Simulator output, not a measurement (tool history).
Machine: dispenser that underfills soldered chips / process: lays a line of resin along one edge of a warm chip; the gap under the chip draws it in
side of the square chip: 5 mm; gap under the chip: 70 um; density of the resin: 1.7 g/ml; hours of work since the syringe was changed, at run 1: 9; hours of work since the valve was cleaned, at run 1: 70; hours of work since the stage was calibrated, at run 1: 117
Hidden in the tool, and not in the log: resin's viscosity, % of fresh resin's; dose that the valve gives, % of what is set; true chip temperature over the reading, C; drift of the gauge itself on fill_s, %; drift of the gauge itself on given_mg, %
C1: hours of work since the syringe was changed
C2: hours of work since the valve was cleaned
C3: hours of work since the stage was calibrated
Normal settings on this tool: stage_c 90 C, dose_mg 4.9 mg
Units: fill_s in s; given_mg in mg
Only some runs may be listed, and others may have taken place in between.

{"run": 1, "hour": 0.0, "stage_c": 90, "dose_mg": 4.9, "C1": 9, "C2": 70, "C3": 117, "fill_s": 37.6, "given_mg": 4.64}
{"hour": 3.5, "done": "new syringe of resin"}
{"run": 2, "hour": 8.0, "stage_c": 90, "dose_mg": 4.62, "C1": 3, "C2": 75, "C3": 121, "fill_s": 24.3, "given_mg": 4.36}
{"run": 3, "hour": 16.5, "stage_c": 90, "dose_mg": 4.62, "C1": 8, "C2": 80, "C3": 126, "fill_s": 36.4, "given_mg": 4.29}
{"hour": 21.0, "done": "new syringe of resin"}
{"run": 4, "hour": 23.4, "stage_c": 90, "dose_mg": 4.62, "C1": 1, "C2": 84, "C3": 130, "fill_s": 21.7, "given_mg": 4.28}
{"run": 5, "hour": 28.0, "stage_c": 90, "dose_mg": 4.62, "C1": 4, "C2": 87, "C3": 133, "fill_s": 27.4, "given_mg": 4.31}
{"run": 6, "hour": 36.0, "stage_c": 90, "dose_mg": 4.62, "C1": 9, "C2": 92, "C3": 138, "fill_s": 39.2, "given_mg": 4.27}
{"hour": 38.4, "done": "new syringe of resin"}
{"run": 7, "hour": 40.4, "stage_c": 90, "dose_mg": 4.62, "C1": 1, "C2": 94, "C3": 140, "fill_s": 21.1, "given_mg": 4.22}
{"run": 8, "hour": 46.8, "stage_c": 90, "dose_mg": 4.9, "C1": 5, "C2": 98, "C3": 144, "fill_s": 27.9, "given_mg": 4.51}
{"run": 9, "hour": 52.8, "stage_c": 90, "dose_mg": 4.9, "C1": 9, "C2": 102, "C3": 148, "fill_s": 37.2, "given_mg": 4.51}
{"hour": 56.3, "done": "new syringe of resin"}
{"run": 10, "hour": 57.8, "stage_c": 90, "dose_mg": 6.07, "C1": 1, "C2": 104, "C3": 151, "fill_s": 21, "given_mg": 5.63}
{"hour": 62.8, "done": "dispensing valve cleaned and set on the balance"}
{"run": 11, "hour": 68.5, "stage_c": 104, "dose_mg": 4.9, "C1": 7, "C2": 3, "C3": 157, "fill_s": 19.8, "given_mg": 4.87}
{"run": 12, "hour": 73.3, "stage_c": 90, "dose_mg": 5.65, "C1": 10, "C2": 6, "C3": 160, "fill_s": 40, "given_mg": 5.57}
{"hour": 75.0, "done": "new syringe of resin"}
{"run": 13, "hour": 83.6, "stage_c": 90, "dose_mg": 5.16, "C1": 5, "C2": 12, "C3": 166, "fill_s": 27.7, "given_mg": 5.12}
{"hour": 92.5, "done": "new syringe of resin"}
{"run": 14, "hour": 92.5, "stage_c": 90, "dose_mg": 5.16, "C1": 0, "C2": 18, "C3": 171, "fill_s": 18.7, "given_mg": 5.14}
{"run": 15, "hour": 101.9, "stage_c": 90, "dose_mg": 5.16, "C1": 6, "C2": 23, "C3": 176, "fill_s": 28.3, "given_mg": 5.07}
{"run": 16, "hour": 107.3, "stage_c": 90, "dose_mg": 5.16, "C1": 9, "C2": 26, "C3": 180, "fill_s": 37.2, "given_mg": 5.07}
{"hour": 110.0, "done": "new syringe of resin"}
{"run": 17, "hour": 114.8, "stage_c": 90, "dose_mg": 5.36, "C1": 3, "C2": 31, "C3": 184, "fill_s": 23.7, "given_mg": 5.31}
{"run": 18, "hour": 119.9, "stage_c": 90, "dose_mg": 5.36, "C1": 6, "C2": 34, "C3": 187, "fill_s": 29.2, "given_mg": 5.21}
{"hour": 127.4, "done": "new syringe of resin"}
{"run": 19, "hour": 127.4, "stage_c": 90, "dose_mg": 5.36, "C1": 0, "C2": 38, "C3": 191, "fill_s": 19, "given_mg": 5.18}
{"run": 20, "hour": 133.9, "stage_c": 90, "dose_mg": 5.36, "C1": 4, "C2": 42, "C3": 195, "fill_s": 25.3, "given_mg": 5.17}
{"run": 21, "hour": 140.9, "stage_c": 100, "dose_mg": 4.82, "C1": 8, "C2": 46, "C3": 200, "fill_s": 24.9, "given_mg": 4.63}
{"hour": 144.9, "done": "new syringe of resin"}
{"run": 22, "hour": 148.6, "stage_c": 100, "dose_mg": 4.82, "C1": 2, "C2": 51, "C3": 204, "fill_s": 15.7, "given_mg": 4.66}
{"run": 23, "hour": 155.2, "stage_c": 100, "dose_mg": 4.82, "C1": 6, "C2": 55, "C3": 208, "fill_s": 22.1, "given_mg": 4.62}
{"run": 24, "hour": 160.6, "stage_c": 93, "dose_mg": 6.01, "C1": 9, "C2": 58, "C3": 211, "fill_s": 35.5, "given_mg": 5.71}
{"hour": 162.4, "done": "new syringe of resin"}
{"run": 25, "hour": 171.1, "stage_c": 104, "dose_mg": 5.37, "C1": 5, "C2": 64, "C3": 217, "fill_s": 16.9, "given_mg": 5.12}
{"run": 26, "hour": 177.9, "stage_c": 82, "dose_mg": 4.41, "C1": 9, "C2": 68, "C3": 221, "fill_s": 54.3, "given_mg": 4.24}
{"hour": 180.0, "done": "new syringe of resin"}
{"run": 27, "hour": 188.4, "stage_c": 84, "dose_mg": 4.34, "C1": 5, "C2": 74, "C3": 228, "fill_s": 35.1, "given_mg": 4.11}
{"run": 28, "hour": 194.8, "stage_c": 95, "dose_mg": 4.57, "C1": 9, "C2": 78, "C3": 231, "fill_s": 31.2, "given_mg": 4.25}
{"hour": 197.9, "done": "new syringe of resin"}
{"run": 29, "hour": 201.8, "stage_c": 95, "dose_mg": 4.57, "C1": 2, "C2": 82, "C3": 235, "fill_s": 19.2, "given_mg": 4.24}

What does the tool deliver on the next run?
{"run": 30, "hour": 208.2, "stage_c": 82, "dose_mg": 4.76, "C1": 6, "C2": 86, "C3": 239, "fill_s": "?", "given_mg": "?"}

Run 30 yielded fill_s 42.2 s, given_mg 4.46 mg.
With no hidden state in the tool, this same run would have given fill_s 27.8 s, given_mg 4.78 mg.
